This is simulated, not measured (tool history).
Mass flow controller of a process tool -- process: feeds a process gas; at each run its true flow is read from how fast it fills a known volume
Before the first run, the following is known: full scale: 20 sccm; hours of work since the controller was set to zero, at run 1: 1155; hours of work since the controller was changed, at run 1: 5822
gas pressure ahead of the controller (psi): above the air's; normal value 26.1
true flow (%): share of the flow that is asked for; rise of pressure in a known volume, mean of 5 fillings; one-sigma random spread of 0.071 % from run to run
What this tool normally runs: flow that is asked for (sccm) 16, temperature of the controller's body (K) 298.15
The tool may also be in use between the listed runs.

| run | day | flow that is asked for (sccm) | gas pressure ahead of the controller (psi) | temperature of the controller's body (K) | hours of work since the controller was set to zero | hours of work since the controller was changed | true flow (%) |
|---|---|---|---|---|---|---|---|
| 1 | 0.000 | 16 | 26.1 | 298.15 | 1155 | 5822 | 99.69 |
| 2 | 15.396 | 16 | 26.1 | 298.15 | 1376 | 6042 | 99.75 |
| 3 | 28.992 | 16 | 26.1 | 298.15 | 1571 | 6237 | 99.79 |
| 4 | 49.575 | 16 | 26.1 | 298.15 | 1866 | 6533 | 99.79 |
| 5 | 64.096 | 16 | 26.1 | 311.15 | 2074 | 6741 | 101.25 |
| 6 | 77.133 | 16 | 26.1 | 311.15 | 2261 | 6928 | 101.11 |
| 7 | 92.621 | 16 | 26.1 | 311.15 | 2483 | 7150 | 101.21 |
| 8 | 101.979 | 16 | 26.1 | 298.15 | 2618 | 7284 | 100.06 |
| 9 | 119.538 | 16 | 26.1 | 298.15 | 2869 | 7536 | 100.05 |
| 10 | 133.892 | 16 | 26.1 | 298.15 | 3075 | 7742 | 100.06 |
| 11 | 151.646 | 16 | 26.1 | 298.15 | 3330 | 7996 | 100.23 |
| 12 | 170.300 | 16 | 26.1 | 298.15 | 3597 | 8264 | 100.33 |
| 13 | 182.938 | 16 | 26.1 | 298.15 | 3779 | 8445 | 100.19 |
| 14 | 197.696 | 16 | 26.1 | 302.15 | 3990 | 8657 | 100.58 |
| 15 | 211.779 | 3 | 26.1 | 302.15 | 4192 | 8859 | 99.12 |
| 16 | 231.346 | 16 | 26.1 | 298.15 | 4473 | 9140 | 100.48 |
|  | 245.679 | controller's zero set anew |
| 17 | 247.142 | 16 | 26.1 | 298.15 | 21 | 9366 | 100.30 |
| 18 | 259.171 | 16 | 26.1 | 298.15 | 194 | 9538 | 100.46 |
| 19 | 279.104 | 16 | 26.1 | 298.15 | 479 | 9824 | 100.69 |
| 20 | 300.025 | 16 | 26.1 | 298.15 | 779 | 10124 | 100.55 |
| 21 | 315.617 | 16 | 26.1 | 298.15 | 1003 | 10348 | 100.54 |
| 22 | 331.675 | 16 | 26.1 | 298.15 | 1233 | 10578 | 100.63 |
| 23 | 340.667 | 16 | 26.1 | 298.15 | 1362 | 10707 | 100.67 |
|  | 350.167 | controller exchanged for a calibrated one |
| 24 | 361.017 | 16 | 26.1 | 298.15 | 156 | 156 | 100.81 |
| 25 | 382.438 | 6 | 21.8 | 299.15 | 463 | 463 | 99.87 |
| 26 | 397.962 | 7 | 21.6 | 298.15 | 686 | 686 | 100.01 |
| 27 | 419.204 | 7 | 21.6 | 309.15 | 990 | 990 | 101.15 |
|  | 429.658 | gauge calibrated |
| 28 | 432.088 | 7 | 21.6 | 309.15 | 1175 | 1175 | 99.93 |
| 29 | 452.717 | 16 | 26.1 | 299.15 | 1471 | 1471 | 99.76 |
| 30 | 464.267 | 2 | 23.4 | 301.15 | 1636 | 1636 | 98.51 |
| 31 | 478.433 | 2 | 40.3 | 301.15 | 1840 | 1840 | 97.84 |
| 32 | 496.092 | 3 | 33.9 | 298.15 | 2093 | 2093 | 97.94 |
| 33 | 514.946 | 8 | 29.0 | 297.15 | 2363 | 2363 | 98.73 |
| 34 | 536.675 | 5 | 26.1 | 297.15 | 2675 | 2675 | 98.40 |
| 35 | 554.004 | 4 | 39.0 | 297.15 | 2924 | 2924 | 97.84 |
| 36 | 568.842 | 4 | 39.0 | 297.15 | 3136 | 3136 | 97.96 |
| 37 | 588.650 | 4 | 39.0 | 297.15 | 3420 | 3420 | 98.09 |
| 38 | 600.458 | 4 | 39.0 | 297.15 | 3590 | 3590 | 97.99 |
| 39 | 612.133 | 9 | 28.9 | 297.15 | 3757 | 3757 | 99.17 |
| 40 | 624.521 | 9 | 28.9 | 297.15 | 3935 | 3935 | 99.17 |
| 41 | 642.675 | 9 | 28.9 | 302.15 | 4195 | 4195 | 99.81 |
| 42 | 660.521 | 9 | 28.9 | 302.15 | 4451 | 4451 | 99.83 |
| 43 | 672.808 | 4 | 28.9 | 307.15 | 4627 | 4627 | 99.77 |
|  | 675.304 | controller's zero set anew |
| 44 | 687.896 | 4 | 28.9 | 307.15 | 181 | 4844 | 99.81 |
| 45 | 697.629 | 9 | 28.9 | 294.15 | 320 | 4983 | 99.12 |
| 46 | 719.646 | 4 | 36.0 | 303.15 | 636 | 5299 | 99.18 |
| 47 | 729.733 | 3 | 40.0 | 298.15 | 781 | 5444 | 98.33 |
| 48 | 746.554 | 11 | 33.2 | 298.15 | 1022 | 5685 | 99.73 |

Describe how what the log doesn't record of the tool's condition differs between the last listed run preceding each entry between runs and the first listed run following it.
Logged between run 16 and run 17: controller's zero set anew (day 245.679)
  flow at rest that the sensor doesn't see, % of full scale: 0.003 -> 0; drift of the gauge itself on true_pct, %: 0.7 -> 0.74
  measured result minus the result with no hidden state, true flow (%): +0.71 -> +0.75
Logged between run 23 and run 24: controller exchanged for a calibrated one (day 350.167)
  flow at rest that the sensor doesn't see, % of full scale: 0.001 -> 0; true flow over the shown one, %: 0.02 -> 0; drift of the gauge itself on true_pct, %: 1.02 -> 1.08
  measured result minus the result with no hidden state, true flow (%): +1.04 -> +1.08
Logged between run 27 and run 28: gauge calibrated (day 429.658)
  drift of the gauge itself on true_pct, %: 1.26 -> 0.01
  measured result minus the result with no hidden state, true flow (%): +1.26 -> +0.01
Logged between run 43 and run 44: controller's zero set anew (day 675.304)
  flow at rest that the sensor doesn't see, % of full scale: 0.003 -> 0; drift of the gauge itself on true_pct, %: 0.73 -> 0.78
  measured result minus the result with no hidden state, true flow (%): +0.74 -> +0.78
